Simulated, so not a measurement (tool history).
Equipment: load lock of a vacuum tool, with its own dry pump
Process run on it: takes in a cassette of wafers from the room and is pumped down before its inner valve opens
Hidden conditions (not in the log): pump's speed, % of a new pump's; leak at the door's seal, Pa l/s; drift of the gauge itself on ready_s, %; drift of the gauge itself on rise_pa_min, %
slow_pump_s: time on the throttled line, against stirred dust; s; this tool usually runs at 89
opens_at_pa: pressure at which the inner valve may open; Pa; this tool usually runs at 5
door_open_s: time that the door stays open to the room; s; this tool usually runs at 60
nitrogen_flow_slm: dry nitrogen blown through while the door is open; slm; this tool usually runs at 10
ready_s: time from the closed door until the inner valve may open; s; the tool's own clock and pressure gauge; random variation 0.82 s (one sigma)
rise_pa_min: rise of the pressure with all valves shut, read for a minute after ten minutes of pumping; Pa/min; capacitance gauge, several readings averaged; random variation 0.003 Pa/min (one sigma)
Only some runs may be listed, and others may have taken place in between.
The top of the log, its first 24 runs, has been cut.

run	day	slow_pump_s	opens_at_pa	door_open_s	nitrogen_flow_slm	hours that the pump has run since its overhaul	times that the door has closed on its seal	incoming humidity of the room's air, %	ready_s	rise_pa_min
25	150.700	87	4	75	8	7805	5277	45.1	170.1	0.043
26	156.721	68	7	224	19	7949	5843	44.5	148.0	0.045
27	163.958	95	7	29	19	8123	6522	41.5	171.7	0.043
28	168.704	95	6	29	19	8237	6968	46.2	174.8	0.049
29	176.738	95	6	29	19	8430	7723	45.4	174.1	0.052
30	180.746	89	5	72	10	8526	8099	49.2	170.1	0.066
31	185.154	89	5	60	24	8632	8513	45.0	171.0	0.059
32	189.488	144	5	31	12	8736	8920	43.8	216.1	0.061
33	193.208	151	5	60	10	8825	9270	45.4	224.3	0.072
34	200.721	56	4	38	10	9005	9975	45.2	145.0	0.074
35	204.075	89	8	58	14	9086	10290	46.7	166.3	0.079
36	209.950	68	7	106	6	9227	10842	41.8	150.1	0.083
37	213.317	81	7	65	6	9308	11158	46.6	161.5	0.089
38	220.462	81	7	65	6	9479	11829	45.7	161.5	0.087

3 options for the next run, each taken on its own from the tool as it stands now. Forecast them:
A	226.967	158	5	66	10	9635	12440	43.7	?	?
B	226.967	70	5	65	4	9635	12440	42.9	?	?
C	226.967	89	7	46	13	9635	12440	44.9	?	?

run	ready_s	rise_pa_min
A	228.7	0.092
B	154.7	0.100
C	167.8	0.091
Without the tool's hidden state the same runs would have given:
run	ready_s	rise_pa_min
A	224.3	0.015
B	149.5	0.020
C	162.9	0.014

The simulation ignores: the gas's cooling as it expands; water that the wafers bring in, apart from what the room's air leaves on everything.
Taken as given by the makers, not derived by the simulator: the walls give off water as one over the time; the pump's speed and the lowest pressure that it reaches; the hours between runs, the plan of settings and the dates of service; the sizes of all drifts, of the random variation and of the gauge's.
